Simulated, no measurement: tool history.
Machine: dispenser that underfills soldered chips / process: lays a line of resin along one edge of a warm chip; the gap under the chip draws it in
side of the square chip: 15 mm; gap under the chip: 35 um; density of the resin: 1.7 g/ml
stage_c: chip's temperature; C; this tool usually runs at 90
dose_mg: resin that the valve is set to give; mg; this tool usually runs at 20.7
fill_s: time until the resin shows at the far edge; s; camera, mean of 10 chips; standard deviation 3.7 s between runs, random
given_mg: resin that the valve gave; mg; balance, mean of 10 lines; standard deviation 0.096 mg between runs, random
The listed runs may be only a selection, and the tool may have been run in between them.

{"run": 1, "hour": 0.0, "stage_c": 90, "dose_mg": 20.7, "fill_s": 410.7, "given_mg": 20.39}
{"run": 2, "hour": 6.7, "stage_c": 90, "dose_mg": 20.7, "fill_s": 599.1, "given_mg": 20.25}
{"hour": 10.1, "done": "new syringe of resin"}
{"run": 3, "hour": 11.2, "stage_c": 90, "dose_mg": 20.7, "fill_s": 393.9, "given_mg": 20.16}
{"run": 4, "hour": 17.5, "stage_c": 90, "dose_mg": 21.9, "fill_s": 529.2, "given_mg": 21.27}
{"hour": 22.2, "done": "new syringe of resin"}
{"run": 5, "hour": 24.2, "stage_c": 90, "dose_mg": 21.9, "fill_s": 416.3, "given_mg": 21.38}
{"run": 6, "hour": 28.1, "stage_c": 90, "dose_mg": 20.7, "fill_s": 508.9, "given_mg": 20.03}
{"hour": 34.3, "done": "new syringe of resin"}
{"run": 7, "hour": 34.6, "stage_c": 90, "dose_mg": 20.7, "fill_s": 385.7, "given_mg": 20.01}
{"run": 8, "hour": 42.8, "stage_c": 90, "dose_mg": 21.2, "fill_s": 600.7, "given_mg": 20.58}
{"hour": 46.0, "done": "new syringe of resin"}
{"run": 9, "hour": 46.7, "stage_c": 90, "dose_mg": 20.7, "fill_s": 388.1, "given_mg": 19.94}
{"run": 10, "hour": 53.7, "stage_c": 90, "dose_mg": 20.7, "fill_s": 566.3, "given_mg": 19.98}
{"hour": 57.8, "done": "new syringe of resin"}
{"run": 11, "hour": 62.0, "stage_c": 90, "dose_mg": 20.7, "fill_s": 467.3, "given_mg": 19.82}
{"hour": 69.5, "done": "new syringe of resin"}
{"run": 12, "hour": 70.3, "stage_c": 90, "dose_mg": 20.7, "fill_s": 392.4, "given_mg": 19.71}

For run 13, what comes out?
{"run": 13, "hour": 77.8, "stage_c": 101, "dose_mg": 19.9, "fill_s": "?", "given_mg": "?"}

fill_s: 371.1 s
given_mg: 18.95 mg
With no hidden state in the tool, this same run would have given fill_s 231.1 s, given_mg 19.89 mg.

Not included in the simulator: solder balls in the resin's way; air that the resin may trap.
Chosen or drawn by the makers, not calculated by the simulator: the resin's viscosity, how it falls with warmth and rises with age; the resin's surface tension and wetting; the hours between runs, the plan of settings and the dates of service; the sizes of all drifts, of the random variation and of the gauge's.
